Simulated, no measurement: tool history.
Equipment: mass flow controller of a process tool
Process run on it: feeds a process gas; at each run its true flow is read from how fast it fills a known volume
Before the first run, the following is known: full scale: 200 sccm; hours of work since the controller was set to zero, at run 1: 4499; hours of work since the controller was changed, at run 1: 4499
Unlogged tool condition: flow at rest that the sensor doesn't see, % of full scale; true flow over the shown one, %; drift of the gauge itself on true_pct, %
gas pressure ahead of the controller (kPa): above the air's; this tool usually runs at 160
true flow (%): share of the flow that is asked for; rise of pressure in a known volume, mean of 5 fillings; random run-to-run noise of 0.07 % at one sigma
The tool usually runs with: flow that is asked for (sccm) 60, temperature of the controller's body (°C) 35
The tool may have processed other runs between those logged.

| run | hour | flow that is asked for (sccm) | gas pressure ahead of the controller (kPa) | temperature of the controller's body (°C) | hours of work since the controller was set to zero | hours of work since the controller was changed | true flow (%) |
|---|---|---|---|---|---|---|---|
| 1 | 0 | 60 | 160 | 35 | 4499 | 4499 | 98.6 |
| 2 | 204.2 | 60 | 160 | 35 | 4571 | 4571 | 98.54 |
| 3 | 339.3 | 60 | 160 | 35 | 4618 | 4618 | 98.62 |
| 4 | 477 | 60 | 160 | 32 | 4667 | 4667 | 98.36 |
| 5 | 617.6 | 60 | 232 | 35 | 4717 | 4717 | 98.99 |
| 6 | 796.7 | 60 | 232 | 35 | 4780 | 4780 | 99.05 |
| 7 | 962.2 | 60 | 160 | 23 | 4838 | 4838 | 97.79 |
| 8 | 1145.6 | 60 | 160 | 23 | 4903 | 4903 | 97.76 |
| 9 | 1258.9 | 60 | 160 | 28 | 4943 | 4943 | 98.18 |
| 10 | 1405.3 | 60 | 160 | 28 | 4994 | 4994 | 98.32 |
| 11 | 1496.8 | 60 | 160 | 28 | 5027 | 5027 | 98.32 |
| 12 | 1593.2 | 34 | 160 | 35 | 5061 | 5061 | 98.52 |
| 13 | 1701.3 | 60 | 160 | 36 | 5099 | 5099 | 99.18 |
| 14 | 1879.3 | 60 | 160 | 36 | 5162 | 5162 | 99.03 |
| 15 | 1966 | 60 | 160 | 36 | 5192 | 5192 | 99.09 |
| 16 | 2129.7 | 60 | 225 | 23 | 5250 | 5250 | 98.5 |
| 17 | 2326.6 | 99 | 270 | 31 | 5319 | 5319 | 100.1 |
| 18 | 2484.9 | 87 | 277 | 32 | 5375 | 5375 | 99.99 |
| 19 | 2665 | 35 | 265 | 30 | 5439 | 5439 | 98.99 |
| 20 | 2750.5 | 35 | 265 | 30 | 5469 | 5469 | 99.16 |
| 21 | 2903 | 54 | 160 | 34 | 5523 | 5523 | 99.09 |
| 22 | 3036.1 | 54 | 202 | 39 | 5570 | 5570 | 99.79 |
| 23 | 3184.9 | 47 | 230 | 39 | 5622 | 5622 | 100 |
| 24 | 3332.5 | 47 | 230 | 39 | 5674 | 5674 | 99.84 |
| 25 | 3426.3 | 47 | 230 | 39 | 5707 | 5707 | 100 |
| 26 | 3548.1 | 60 | 165 | 26 | 5750 | 5750 | 98.56 |
| 27 | 3630.6 | 60 | 228 | 32 | 5779 | 5779 | 99.56 |

What would each run have given without the hidden state, its run-to-run variation left as it was?
| run | true flow (%) |
|---|---|
| 1 | 98.63 |
| 2 | 98.51 |
| 3 | 98.56 |
| 4 | 98.26 |
| 5 | 98.85 |
| 6 | 98.86 |
| 7 | 97.55 |
| 8 | 97.47 |
| 9 | 97.87 |
| 10 | 97.96 |
| 11 | 97.95 |
| 12 | 98.13 |
| 13 | 98.75 |
| 14 | 98.55 |
| 15 | 98.58 |
| 16 | 97.95 |
| 17 | 99.49 |
| 18 | 99.33 |
| 19 | 98.3 |
| 20 | 98.45 |
| 21 | 98.34 |
| 22 | 98.99 |
| 23 | 99.16 |
| 24 | 98.96 |
| 25 | 99.1 |
| 26 | 97.64 |
| 27 | 98.6 |
